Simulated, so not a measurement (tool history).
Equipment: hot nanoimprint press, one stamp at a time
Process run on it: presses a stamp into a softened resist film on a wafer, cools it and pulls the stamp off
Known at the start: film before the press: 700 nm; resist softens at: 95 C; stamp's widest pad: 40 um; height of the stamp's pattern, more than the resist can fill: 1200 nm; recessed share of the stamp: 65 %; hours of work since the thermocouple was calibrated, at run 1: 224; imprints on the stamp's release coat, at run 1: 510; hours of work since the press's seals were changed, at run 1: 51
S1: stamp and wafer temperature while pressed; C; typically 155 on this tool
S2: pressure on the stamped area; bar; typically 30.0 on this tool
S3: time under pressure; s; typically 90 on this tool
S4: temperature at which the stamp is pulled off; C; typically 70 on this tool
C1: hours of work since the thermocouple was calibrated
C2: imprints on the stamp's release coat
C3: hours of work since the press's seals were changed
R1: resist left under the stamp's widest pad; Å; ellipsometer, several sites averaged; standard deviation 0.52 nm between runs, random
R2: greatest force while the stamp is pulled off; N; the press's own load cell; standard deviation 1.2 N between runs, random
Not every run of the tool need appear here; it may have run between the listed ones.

Run 1, hour 0.0: usual settings; C1 224; C2 510; C3 51. Result: R1 2651 Å, R2 143 N.
Run 2, hour 9.1: usual settings; C1 228; C2 533; C3 55. Result: R1 2654 Å, R2 140 N.
Run 3, hour 22.0: usual settings; C1 233; C2 565; C3 60. Result: R1 2652 Å, R2 144 N.
Run 4, hour 34.8: usual settings; C1 238; C2 597; C3 66. Result: R1 2650 Å, R2 141 N.
Run 5, hour 51.3: usual settings; C1 245; C2 638; C3 72. Result: R1 2639 Å, R2 141 N.
Run 6, hour 66.0: usual settings; C1 251; C2 674; C3 78. Result: R1 2637 Å, R2 143 N.
Run 7, hour 74.0: usual settings; C1 254; C2 694; C3 82. Result: R1 2640 Å, R2 142 N.
Run 8, hour 83.8: usual settings; C1 258; C2 719; C3 86. Result: R1 2621 Å, R2 142 N.
Run 9, hour 93.0: usual settings; C1 262; C2 741; C3 89. Result: R1 2634 Å, R2 141 N.
Run 10, hour 101.9: usual settings; C1 266; C2 763; C3 93. Result: R1 2629 Å, R2 140 N.
Run 11, hour 119.5: usual settings; C1 273; C2 807; C3 100. Result: R1 2630 Å, R2 142 N.
Run 12, hour 132.1: usual settings; C1 278; C2 838; C3 105. Result: R1 2613 Å, R2 140 N.
Run 13, hour 148.1: usual settings but S1 148 C; C1 284; C2 878; C3 112. Result: R1 3466 Å, R2 141 N.
Run 14, hour 158.1: usual settings but S1 148 C; C1 289; C2 903; C3 116. Result: R1 3466 Å, R2 141 N.
Run 15, hour 176.5: usual settings but S3 89 s; C1 296; C2 949; C3 124. Result: R1 2616 Å, R2 141 N.
Run 16, hour 192.2: usual settings but S1 144 C, S3 48 s, S4 57 C; C1 302; C2 988; C3 130. Result: R1 4815 Å, R2 172 N.
Run 17, hour 206.2: usual settings but S3 148 s, S4 56 C; C1 308; C2 1023; C3 136. Result: R1 2107 Å, R2 177 N.
Run 18, hour 220.1: usual settings but S3 161 s, S4 56 C; C1 314; C2 1057; C3 141. Result: R1 2031 Å, R2 176 N.
At hour 233.2: stamp cleaned and given a new release coat.
Run 19, hour 237.3: usual settings but S1 152 C, S3 161 s, S4 77 C; C1 318; C2 10; C3 146. Result: R1 2307 Å, R2 125 N.
Run 20, hour 253.4: usual settings but S1 154 C, S2 26.0 bar; C1 325; C2 50; C3 152. Result: R1 2887 Å, R2 143 N.
Run 21, hour 265.9: usual settings but S2 22.1 bar, S3 65 s; C1 330; C2 81; C3 158. Result: R1 3373 Å, R2 141 N.
Run 22, hour 276.6: usual settings but S1 160 C, S2 22.1 bar, S3 56 s; C1 334; C2 108; C3 162. Result: R1 2989 Å, R2 142 N.
Run 23, hour 295.8: usual settings but S1 160 C, S2 22.1 bar, S3 56 s; C1 342; C2 156; C3 170. Result: R1 2978 Å, R2 140 N.
Run 24, hour 312.1: usual settings but S1 159 C, S4 61 C; C1 349; C2 196; C3 176. Result: R1 2195 Å, R2 167 N.
At hour 320.5: gauge calibrated.
Run 25, hour 320.5: usual settings but S1 159 C, S4 61 C; C1 352; C2 217; C3 180. Result: R1 2268 Å, R2 162 N.
Run 26, hour 329.8: usual settings but S1 151 C, S2 43.1 bar, S3 99 s, S4 75 C; C1 356; C2 240; C3 184. Result: R1 2544 Å, R2 128 N.
Run 27, hour 342.4: usual settings but S1 151 C, S2 43.1 bar, S3 99 s, S4 75 C; C1 361; C2 271; C3 189. Result: R1 2545 Å, R2 128 N.
Run 28, hour 354.8: usual settings but S1 151 C, S2 43.1 bar, S3 99 s, S4 75 C; C1 366; C2 302; C3 194. Result: R1 2543 Å, R2 129 N.
Run 29, hour 363.3: usual settings but S1 146 C, S2 21.7 bar, S3 46 s, S4 67 C; C1 370; C2 323; C3 197. Result: R1 5094 Å, R2 148 N.
Run 30, hour 383.0: usual settings but S1 146 C, S2 21.7 bar, S3 46 s, S4 67 C; C1 378; C2 372; C3 205. Result: R1 5085 Å, R2 149 N.

Table of differences, measured result less the result of that run with no hidden state. Run-to-run variation is the same in both. Gauge scatter possibly is not:
The tool's hidden condition here consists of: true temperature over the reading, C; pressure that arrives at the usual setting, %; grip of the stamp's worn release coat, % over a new coat's; drift of the gauge itself on residual_nm, %; drift of the gauge itself on pull_off_n, %.
run   R1
  1   +0
  2   -2
  3   -4
  4   -7
  5  -11
  6  -15
  7  -16
  8  -19
  9  -20
 10  -23
 11  -27
 12  -29
 13  -43
 14  -47
 15  -39
 16  -80
 17  -38
 18  -39
 19  -46
 20  -62
 21  -77
 22  -70
 23  -76
 24  -59
 25   +2
 26   -1
 27   -4
 28   -6
 29  -18
 30  -26
R2: within 1 N of the measured result in every run.
